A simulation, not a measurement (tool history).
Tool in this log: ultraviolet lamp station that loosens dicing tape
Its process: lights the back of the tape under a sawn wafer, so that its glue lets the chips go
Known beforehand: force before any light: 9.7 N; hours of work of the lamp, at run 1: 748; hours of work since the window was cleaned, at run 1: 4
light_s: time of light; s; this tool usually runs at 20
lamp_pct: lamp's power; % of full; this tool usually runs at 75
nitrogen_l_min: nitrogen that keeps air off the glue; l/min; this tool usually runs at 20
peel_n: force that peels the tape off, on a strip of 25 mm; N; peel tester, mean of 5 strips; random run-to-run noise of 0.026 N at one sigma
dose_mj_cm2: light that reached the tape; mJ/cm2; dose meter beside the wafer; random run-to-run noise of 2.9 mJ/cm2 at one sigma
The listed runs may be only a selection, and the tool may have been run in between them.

run	hour	light_s	lamp_pct	nitrogen_l_min	hours of work of the lamp	hours of work since the window was cleaned	peel_n	dose_mj_cm2
1	0	20	75	20	748	4	1.712	342
2	30	20	75	20	772	28	1.72	340
3	47.6	20	75	11	785	41	2.268	340
4	84.2	20	75	11	814	70	2.445	332
5	112.3	20	75	11	836	92	2.392	327
6	141.7	20	83	20	858	115	1.563	355
7	161.5	20	83	20	874	130	1.603	355
8	187.4	20	83	20	894	150	1.589	351
9	211.3	20	75	20	913	169	2.03	315
10	235.7	20	75	20	931	188	1.995	312
11	257.4	20	75	20	948	205	2.015	309
12	288.7	20	75	20	973	229	2.04	306
13	309.1	20	75	20	989	245	2.069	306
14	326.4	20	71	20	1002	258	2.341	285
15	362.1	20	71	20	1030	286	2.314	281
16	382.4	20	71	20	1046	302	2.332	280
# hour 408: window cleaned of glue's vapour
17	412.5	20	71	20	1069	3	2.546	258
18	441.7	20	71	20	1091	26	2.69	258
19	474.9	20	71	20	1117	52	2.731	250
20	491.7	20	71	20	1130	65	2.736	249
# hour 501.4: window cleaned of glue's vapour, once more
21	526.2	20	71	20	1157	19	2.126	291
22	553.9	20	71	20	1178	41	2.284	290
23	580.4	20	71	20	1199	61	2.266	283
24	610.5	10	85	8	1222	85	4.998	168
25	627.4	20	75	27	1235	98	1.97	296
26	643.5	12	75	11	1248	110	4.401	177
27	675	20	62	23	1272	135	2.727	238
28	701.9	20	62	23	1293	156	2.811	234
29	738.4	20	62	23	1322	184	2.782	235
30	762.8	20	62	23	1341	203	2.887	231
31	797.1	20	80	20	1367	230	2.192	294
32	831.4	25	64	33	1394	257	1.825	287
33	867.4	31	81	20	1422	285	1.053	442
34	899.4	12	77	11	1447	310	5.048	160
# hour 914.2: window cleaned of glue's vapour
35	933.3	12	77	11	1473	15	4.645	175
36	967.3	12	77	11	1499	41	4.652	171
37	1002.3	20	66	35	1527	69	2.385	244
38	1024.6	20	64	35	1544	86	2.51	233
39	1044	20	64	35	1559	101	2.524	230
40	1066.3	20	74	20	1576	118	2.645	268
41	1093.9	20	74	20	1598	140	2.634	257
42	1110.6	20	74	20	1611	153	2.498	261
43	1133.3	15	74	9	1628	170	4.392	194

What if the next run were any one of these 3? Each begins from the tool's condition after run 43:
# hour 1144.1: lamp changed
A	1166	26	75	10	17	195	?	?
# hour 1144.1: lamp changed
B	1166	20	75	21	17	195	?	?
# hour 1144.1: lamp changed
C	1166	12	75	20	17	195	?	?

run	peel_n	dose_mj_cm2
A	1.333	489
B	1.433	376
C	2.998	229
Without the tool's hidden state the same runs would have given:
run	peel_n	dose_mj_cm2
A	1.149	528
B	1.239	406
C	2.739	247
